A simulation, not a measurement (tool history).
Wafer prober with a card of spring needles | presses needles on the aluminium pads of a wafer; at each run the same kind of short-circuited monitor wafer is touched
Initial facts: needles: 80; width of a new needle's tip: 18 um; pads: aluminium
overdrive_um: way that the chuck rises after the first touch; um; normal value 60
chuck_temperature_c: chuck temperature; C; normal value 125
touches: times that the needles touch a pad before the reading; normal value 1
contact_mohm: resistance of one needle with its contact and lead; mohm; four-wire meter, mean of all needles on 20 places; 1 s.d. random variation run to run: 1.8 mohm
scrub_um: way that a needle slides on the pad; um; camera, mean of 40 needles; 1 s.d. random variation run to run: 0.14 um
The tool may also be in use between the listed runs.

run,day,overdrive_um,chuck_temperature_c,touches,contact_mohm,scrub_um
1,0,60,125,1,195,11.88
# day 0.204: tips cleaned on abrasive film
# day 0.408: tips cleaned on abrasive film
# day 0.596: tips cleaned on abrasive film
2,0.596,60,125,1,198,11.78
# day 0.8: tips cleaned on abrasive film
# day 1: tips cleaned on abrasive film
# day 1.204: tips cleaned on abrasive film
3,1.242,60,125,1,220,11.75
# day 1.408: tips cleaned on abrasive film
# day 1.571: tips cleaned on abrasive film
# day 1.775: tips cleaned on abrasive film
4,1.875,60,125,1,246,11.88
# day 1.958: tips cleaned on abrasive film
# day 2.167: tips cleaned on abrasive film
# day 2.371: tips cleaned on abrasive film
# day 2.533: tips cleaned on abrasive film
# day 2.721: tips cleaned on abrasive film
5,2.721,60,125,1,198,11.53
# day 2.925: tips cleaned on abrasive film
# day 3.129: tips cleaned on abrasive film
# day 3.333: tips cleaned on abrasive film
6,3.425,60,125,1,240,11.63
# day 3.504: tips cleaned on abrasive film
# day 3.708: tips cleaned on abrasive film
# day 3.912: tips cleaned on abrasive film
# day 4.121: tips cleaned on abrasive film
# day 4.308: tips cleaned on abrasive film
7,4.308,60,125,1,193,11.45
# day 4.471: tips cleaned on abrasive film
# day 4.675: tips cleaned on abrasive film
# day 4.875: tips cleaned on abrasive film
# day 5.062: tips cleaned on abrasive film
8,5.062,60,27,1,172,11.53
# day 5.271: tips cleaned on abrasive film
# day 5.471: tips cleaned on abrasive film
# day 5.671: tips cleaned on abrasive film
# day 5.867: tips cleaned on abrasive film
9,5.946,60,27,1,236,11.35
# day 6.062: tips cleaned on abrasive film
# day 6.267: tips cleaned on abrasive film
# day 6.429: tips cleaned on abrasive film
# day 6.621: tips cleaned on abrasive film
10,6.621,60,27,1,175,11.37
# day 6.825: tips cleaned on abrasive film
# day 7.029: tips cleaned on abrasive film
11,7.033,60,125,1,202,11.6
# day 7.2: tips cleaned on abrasive film
# day 7.362: tips cleaned on abrasive film
# day 7.562: tips cleaned on abrasive film
12,7.612,60,125,1,229,11.15
# day 7.738: tips cleaned on abrasive film
# day 7.938: tips cleaned on abrasive film
# day 8.138: tips cleaned on abrasive film
# day 8.342: tips cleaned on abrasive film
13,8.388,60,125,2,211,11.65
# day 8.508: tips cleaned on abrasive film
# day 8.712: tips cleaned on abrasive film
# day 8.921: tips cleaned on abrasive film
# day 9.104: tips cleaned on abrasive film
14,9.104,60,125,2,192,11.14
# day 9.308: tips cleaned on abrasive film
# day 9.512: tips cleaned on abrasive film
# day 9.712: tips cleaned on abrasive film
# day 9.896: tips cleaned on abrasive film
15,9.896,52,92,1,199,9.69
# day 10.1: tips cleaned on abrasive film
# day 10.304: tips cleaned on abrasive film
16,10.367,53,79,1,251,9.85
# day 10.412: height of the first contact set anew
# day 10.5: tips cleaned on abrasive film
# day 10.7: tips cleaned on abrasive film
# day 10.875: tips cleaned on abrasive film
17,10.875,75,28,1,177,13.79
# day 11.079: tips cleaned on abrasive film
# day 11.279: tips cleaned on abrasive film
# day 11.483: tips cleaned on abrasive film
# day 11.646: height of the first contact set anew, once more
18,11.646,75,28,1,230,14.97
# day 11.692: tips cleaned on abrasive film
# day 11.892: tips cleaned on abrasive film
# day 12.096: tips cleaned on abrasive film
19,12.108,60,118,3,197,12.17
# day 12.271: tips cleaned on abrasive film
# day 12.471: tips cleaned on abrasive film
20,12.604,41,49,1,355,8.08
# day 12.646: tips cleaned on abrasive film
# day 12.812: tips cleaned on abrasive film
# day 13.017: tips cleaned on abrasive film
# day 13.217: tips cleaned on abrasive film
21,13.379,76,44,1,223,15.11
# day 13.421: tips cleaned on abrasive film
# day 13.588: tips cleaned on abrasive film
# day 13.788: tips cleaned on abrasive film
# day 13.988: tips cleaned on abrasive film
22,14.121,41,54,2,292,7.95
# day 14.167: tips cleaned on abrasive film
# day 14.371: tips cleaned on abrasive film
23,14.488,71,45,1,225,14.1
# day 14.567: tips cleaned on abrasive film
# day 14.767: tips cleaned on abrasive film
# day 14.975: tips cleaned on abrasive film
# day 15.175: tips cleaned on abrasive film
24,15.333,60,72,1,264,11.87
# day 15.375: tips cleaned on abrasive film
# day 15.575: tips cleaned on abrasive film
# day 15.783: tips cleaned on abrasive film
25,15.812,60,72,1,204,12.02
# day 15.975: tips cleaned on abrasive film
# day 16.175: tips cleaned on abrasive film
# day 16.375: tips cleaned on abrasive film
# day 16.542: tips cleaned on abrasive film
26,16.596,60,72,1,220,11.72
# day 16.721: tips cleaned on abrasive film
# day 16.888: tips cleaned on abrasive film
# day 17.092: tips cleaned on abrasive film
# day 17.296: tips cleaned on abrasive film
27,17.433,44,59,1,329,8.47
# day 17.479: tips cleaned on abrasive film
# day 17.683: tips cleaned on abrasive film
# day 17.888: tips cleaned on abrasive film
# day 18.092: tips cleaned on abrasive film
28,18.2,60,88,3,209,11.76

Alternative continuations, all from the tool just after run 28; predict every row:
# day 18.283: tips cleaned on abrasive film
# day 18.488: tips cleaned on abrasive film
# day 18.65: tips cleaned on abrasive film
# day 18.854: tips cleaned on abrasive film
A,18.954,60,30,3,?,?
# day 18.283: tips cleaned on abrasive film
# day 18.488: tips cleaned on abrasive film
# day 18.65: tips cleaned on abrasive film
# day 18.854: tips cleaned on abrasive film
B,18.954,55,57,2,?,?
# day 18.283: tips cleaned on abrasive film
# day 18.488: tips cleaned on abrasive film
# day 18.65: tips cleaned on abrasive film
# day 18.854: tips cleaned on abrasive film
C,18.954,60,117,1,?,?

run,contact_mohm,scrub_um
A,197,11.74
B,230,10.7
C,258,11.68
Had the tool no hidden state, the same runs would have come out as:
run,contact_mohm,scrub_um
A,166,12.21
B,174,11.17
C,186,12.15
